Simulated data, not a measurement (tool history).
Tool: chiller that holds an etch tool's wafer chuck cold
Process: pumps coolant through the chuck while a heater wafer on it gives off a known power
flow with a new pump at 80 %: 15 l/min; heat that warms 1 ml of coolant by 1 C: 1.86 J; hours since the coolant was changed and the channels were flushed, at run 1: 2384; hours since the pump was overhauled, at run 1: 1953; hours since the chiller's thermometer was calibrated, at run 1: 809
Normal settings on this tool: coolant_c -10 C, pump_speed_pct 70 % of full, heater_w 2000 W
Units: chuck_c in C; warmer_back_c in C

run	hour	coolant_c	pump_speed_pct	heater_w	hours since the coolant was changed and the channels were flushed	hours since the pump was overhauled	hours since the chiller's thermometer was calibrated	chuck_c	warmer_back_c
1	0.0	-10	70	2000	2384	1953	809	3.6	5.05
2	53.9	-10	70	2000	2438	2007	863	3.5	5.02
3	88.2	-10	82	2000	2473	2041	898	2.2	4.21
4	142.6	-14	82	2000	2527	2095	952	-1.9	4.29
5	192.8	-14	82	2000	2577	2146	1002	-1.9	4.25
6	235.9	-14	82	2000	2620	2189	1045	-1.8	4.28
7	284.6	-14	82	2000	2669	2237	1094	-1.8	4.23
8	326.5	-14	82	2000	2711	2279	1136	-1.7	4.29
9	373.5	-14	82	2000	2758	2326	1183	-1.9	4.26
10	415.2	-14	82	2000	2800	2368	1225	-1.7	4.29
11	467.3	-14	82	2218	2852	2420	1277	-0.3	4.76
12	529.2	-14	82	2218	2914	2482	1339	-0.4	4.75
13	568.8	-14	82	2218	2953	2522	1378	-0.3	4.77
14	619.7	-10	70	2000	3004	2573	1429	3.9	5.08
15	680.5	-10	70	2000	3065	2633	1490	4.1	5.03
16	743.5	-10	70	2000	3128	2696	1553	3.9	5.17
17	771.3	-18	70	2000	3156	2724	1581	-4.2	5.09
18	818.0	-18	70	2000	3202	2771	1627	-3.9	5.06
19	882.4	-13	68	1324	3267	2835	1692	-3.6	3.44
20	941.2	-10	90	1524	3326	2894	1751	-1.3	2.94
21	995.0	-10	90	1524	3379	2948	1804	-1.4	2.95
22	1032.0	-7	75	1142	3416	2985	1841	0.5	2.68
23	1060.9	-7	75	1142	3445	3014	1870	0.6	2.72
24	1106.9	-18	63	1989	3491	3060	1916	-2.7	5.67
25	1148.9	-18	63	1989	3533	3102	1958	-2.8	5.63
26	1180.2	-17	60	1821	3565	3133	1990	-2.6	5.50
27	1213.7	-16	89	1614	3598	3167	2023	-6.5	3.17
28	1277.6	-15	89	2278	3662	3230	2087	-1.8	4.49
29	1338.9	-15	89	2937	3723	3292	2148	2.4	5.85
30	1398.2	-15	78	2937	3783	3351	2208	4.3	6.66
31	1449.8	-13	64	2497	3834	3403	2259	5.9	7.02
32	1484.6	-13	64	2497	3869	3437	2294	6.1	6.99
33	1525.9	-13	64	2497	3910	3479	2335	5.9	7.08

Forecast each of these 3 alternatives for the next run:
A	1576.0	-13	62	2497	3960	3529	2385	?	?
B	1576.0	-10	65	2000	3960	3529	2385	?	?
C	1576.0	0	70	2000	3960	3529	2385	?	?

run	chuck_c	warmer_back_c
A	6.3	7.34
B	4.9	5.57
C	14.3	5.10
Take away the tool's hidden state, keep each run's random variation, and the runs would have read:
run	chuck_c	warmer_back_c
A	4.4	7.08
B	3.5	5.37
C	12.9	4.91
